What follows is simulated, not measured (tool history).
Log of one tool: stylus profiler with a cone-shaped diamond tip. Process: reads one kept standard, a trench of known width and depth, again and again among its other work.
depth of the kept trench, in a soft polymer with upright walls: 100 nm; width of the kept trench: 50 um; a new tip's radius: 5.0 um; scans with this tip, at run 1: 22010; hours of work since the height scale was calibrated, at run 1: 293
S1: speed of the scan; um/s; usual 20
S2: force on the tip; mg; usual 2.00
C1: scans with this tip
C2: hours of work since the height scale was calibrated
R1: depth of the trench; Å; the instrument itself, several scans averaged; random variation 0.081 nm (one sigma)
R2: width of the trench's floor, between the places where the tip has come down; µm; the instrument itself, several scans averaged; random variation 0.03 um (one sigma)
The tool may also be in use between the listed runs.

run,hour,S1,S2,C1,C2,R1,R2
1,0.0,20,2.00,22010,293,1005.6,47.91
2,52.1,20,2.00,22529,329,1007.4,47.91
3,114.2,20,2.00,23146,371,1006.3,47.87
# hour 149.9: new tip fitted, height scale calibrated
4,149.9,20,2.00,0,0,1004.9,47.95
5,197.9,24,2.00,478,33,1005.7,47.91
6,253.7,8,2.00,1033,70,1007.0,48.00
7,289.8,8,2.00,1392,95,1006.5,47.95
8,343.2,8,2.00,1924,131,1006.6,47.94
9,372.3,8,3.58,2213,151,1010.2,48.03
10,434.8,8,3.58,2835,193,1010.4,48.00
11,477.5,8,3.58,3260,222,1009.6,48.03
12,506.1,5,3.58,3545,241,1009.5,47.99
13,532.3,20,2.00,3805,259,1006.6,47.95
14,572.8,20,2.00,4209,287,1006.5,47.90
15,604.8,74,1.67,4527,308,1005.4,47.71
16,654.0,55,2.79,5017,342,1006.6,47.80
17,700.9,14,2.79,5483,373,1007.6,47.96
18,763.8,7,3.67,6109,416,1009.4,47.99
19,816.3,10,2.13,6631,452,1005.4,47.99
20,877.7,45,0.97,7243,493,1003.5,47.69
21,910.0,45,4.01,7565,515,1010.7,47.83
22,961.0,12,1.12,8072,550,1005.0,47.91
23,995.1,12,1.12,8411,573,1004.7,47.95
24,1053.8,56,2.00,8995,613,1007.5,47.76
25,1114.4,38,0.74,9599,654,1003.8,47.74

Hidden state or all else? Some run-to-run changes of R2, split into what the settings, what came in and random variation would give without the hidden state, and what is left for the hidden state (with any gauge scatter that isn't in both results):
The hidden state here: radius of the tip, um; height scale over the true one, %; drift of the gauge itself on depth_nm, %; drift of the gauge itself on floor_um, %.
Run 1 -> 2: no setting changed, nothing entered. R2 +0.00 µm: hidden state -0.01, all else +0.01.
Run 3 -> 4: new tip fitted, height scale calibrated. R2 +0.08 µm: hidden state +0.03, all else +0.05.
Run 19 -> 20: S1 10 -> 45, S2 2.13 -> 0.97. R2 -0.30 µm: hidden state +0.00, all else -0.30.
Run 23 -> 24: S1 12 -> 56, S2 1.12 -> 2.00. R2 -0.19 µm: hidden state +0.00, all else -0.19.
